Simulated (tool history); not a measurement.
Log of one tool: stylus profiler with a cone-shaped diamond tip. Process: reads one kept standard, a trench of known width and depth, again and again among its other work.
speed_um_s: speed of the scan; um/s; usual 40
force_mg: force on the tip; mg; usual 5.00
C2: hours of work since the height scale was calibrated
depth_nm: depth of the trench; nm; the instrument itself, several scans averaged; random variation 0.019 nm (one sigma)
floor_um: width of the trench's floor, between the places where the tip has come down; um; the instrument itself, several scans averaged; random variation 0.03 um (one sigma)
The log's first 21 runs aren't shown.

Run 22, hour 1997.7: usual settings but force_mg 4.18 mg; scans with this tip 24376; C2 481. Result: depth_nm 101.01 nm, floor_um 18.17 um.
Run 23, hour 2103.6: usual settings but force_mg 4.18 mg; scans with this tip 25053; C2 530. Result: depth_nm 101.01 nm, floor_um 18.15 um.
Run 24, hour 2180.2: usual settings but speed_um_s 113 um/s; scans with this tip 25543; C2 565. Result: depth_nm 101.17 nm, floor_um 17.87 um.
Run 25, hour 2293.0: usual settings but speed_um_s 113 um/s; scans with this tip 26264; C2 617. Result: depth_nm 101.13 nm, floor_um 17.87 um.
Run 26, hour 2418.8: usual settings but speed_um_s 34 um/s, force_mg 2.01 mg; scans with this tip 27068; C2 675. Result: depth_nm 100.53 nm, floor_um 18.11 um.
Run 27, hour 2526.0: usual settings but speed_um_s 88 um/s, force_mg 14.75 mg; scans with this tip 27753; C2 725. Result: depth_nm 102.38 nm, floor_um 18.14 um.
Run 28, hour 2585.7: usual settings but speed_um_s 88 um/s, force_mg 14.75 mg; scans with this tip 28135; C2 752. Result: depth_nm 102.43 nm, floor_um 18.11 um.
Run 29, hour 2705.9: usual settings but speed_um_s 83 um/s, force_mg 6.29 mg; scans with this tip 28904; C2 808. Result: depth_nm 101.30 nm, floor_um 18.00 um.

Forecast run 30:
Run 30, hour 2810.1: usual settings but speed_um_s 75 um/s, force_mg 9.88 mg; scans with this tip 29570; C2 856. Result: depth_nm ?, floor_um ?.

Run 30 gave depth_nm 101.79 nm, floor_um 18.13 um.
Without the tool's hidden state the same run would have given depth_nm 101.93 nm, floor_um 18.59 um.

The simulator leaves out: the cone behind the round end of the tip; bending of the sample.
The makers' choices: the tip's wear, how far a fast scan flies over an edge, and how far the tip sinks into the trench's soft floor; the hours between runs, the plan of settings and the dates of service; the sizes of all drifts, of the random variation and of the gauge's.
